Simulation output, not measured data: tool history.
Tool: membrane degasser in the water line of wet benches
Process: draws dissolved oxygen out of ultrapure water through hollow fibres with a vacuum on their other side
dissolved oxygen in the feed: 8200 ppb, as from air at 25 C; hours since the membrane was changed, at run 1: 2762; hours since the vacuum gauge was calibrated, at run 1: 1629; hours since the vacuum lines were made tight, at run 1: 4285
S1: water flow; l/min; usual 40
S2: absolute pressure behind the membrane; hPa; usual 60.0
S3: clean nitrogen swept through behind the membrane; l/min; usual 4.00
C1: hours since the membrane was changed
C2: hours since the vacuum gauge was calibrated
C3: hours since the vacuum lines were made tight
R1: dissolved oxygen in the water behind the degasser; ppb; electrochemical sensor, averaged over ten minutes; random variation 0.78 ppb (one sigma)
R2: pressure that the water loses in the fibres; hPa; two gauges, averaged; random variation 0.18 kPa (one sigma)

run    hour  S1     S2    S3    C1    C2    C3     R1     R2
  1     0.0  40   60.0  4.00  2762  1629  4285   74.0  326.2
  2    74.8  40   60.0  4.00  2836  1704  4360   72.3  327.3
  3   165.7  40   60.0  4.00  2927  1795  4451   70.8  327.0
  4   323.5  40   60.0  4.00  3085  1953  4608   72.3  325.9
  5   398.6  40   60.0  4.00  3160  2028  4683   71.5  329.7
  6   533.3  40   60.0  4.00  3295  2162  4818   71.7  327.9
  7   602.9  40   60.0  4.65  3364  2232  4888   63.6  329.2
  8   761.9  40   45.5  4.00  3523  2391  5047   38.5  334.0
  9   834.4  40   60.0  4.00  3596  2463  5119   71.6  332.0
 10   901.4  40   60.0  4.00  3663  2530  5186   72.5  328.3
 11   987.7  40   60.0  4.00  3749  2617  5273   72.6  332.4
 12  1133.1  40   60.0  4.00  3895  2762  5418   72.1  335.3
 13  1294.3  40   60.0  4.00  4056  2923  5579   72.6  337.7
 14  1402.7  40   60.0  4.00  4164  3032  5688   71.4  337.1
     1412.1  -- gauge calibrated
 15  1501.3  40   60.0  4.00  4263  3130  5786   72.3  327.6
 16  1629.3  40   60.0  4.00  4391  3258  5914   71.6  328.0
 17  1782.1  40   50.9  2.87  4544  3411  6067   67.5  329.3
 18  1930.6  35   42.1  2.85  4692  3560  6215   32.2  288.9
 19  2031.0  35   42.1  2.85  4793  3660  6316   31.6  289.7
 20  2170.8  27  143.0  5.09  4932  3800  6456  142.2  224.3
 21  2256.9  40  127.4  5.43  5018  3886  6542  172.1  332.4
 22  2356.4  25   82.4  2.88  5118  3985  6641  104.3  207.9
 23  2430.2  38   45.4  2.85  5192  4059  6715   44.7  317.6
 24  2503.9  40  102.8  1.63  5265  4133  6789  363.3  334.0
 25  2658.1  49  128.9  7.58  5420  4287  6943  166.3  411.1
 26  2760.0  49  101.7  6.31  5522  4389  7045  145.1  412.0
 27  2847.8  49  101.7  6.31  5609  4477  7133  143.5  409.2
 28  3006.4  46  101.7  3.97  5768  4635  7291  195.4  390.2
 29  3162.1  46  101.7  3.97  5924  4791  7447  197.5  387.0
 30  3256.7  52   61.3  3.97  6018  4886  7542  109.3  441.0
 31  3378.1  25   59.2  4.00  6140  5007  7663   41.5  211.5

Measured less the same run without the tool's hidden state. The same run-to-run variation is in both; the gauge's scatter may not be:
The hidden state here: membrane still open, %; true pressure behind the membrane over the reading, kPa; air that leaks in behind the membrane, l/min; drift of the gauge itself on oxygen_ppb, %; drift of the gauge itself on loss_of_pressure_kpa, %.
run     R2
  1   +0.1
  2   +0.6
  3   +1.2
  4   +2.2
  5   +2.7
  6   +3.6
  7   +4.0
  8   +5.0
  9   +5.4
 10   +5.9
 11   +6.5
 12   +7.4
 13   +8.5
 14   +9.2
 15   +0.7
 16   +1.5
 17   +2.5
 18   +3.0
 19   +3.6
 20   +3.4
 21   +5.5
 22   +3.9
 23   +6.4
 24   +7.2
 25  +10.0
 26  +10.9
 27  +11.5
 28  +12.0
 29  +13.1
 30  +15.6
 31   +8.0
R1: within 0.1 ppb of the measured result in every run.
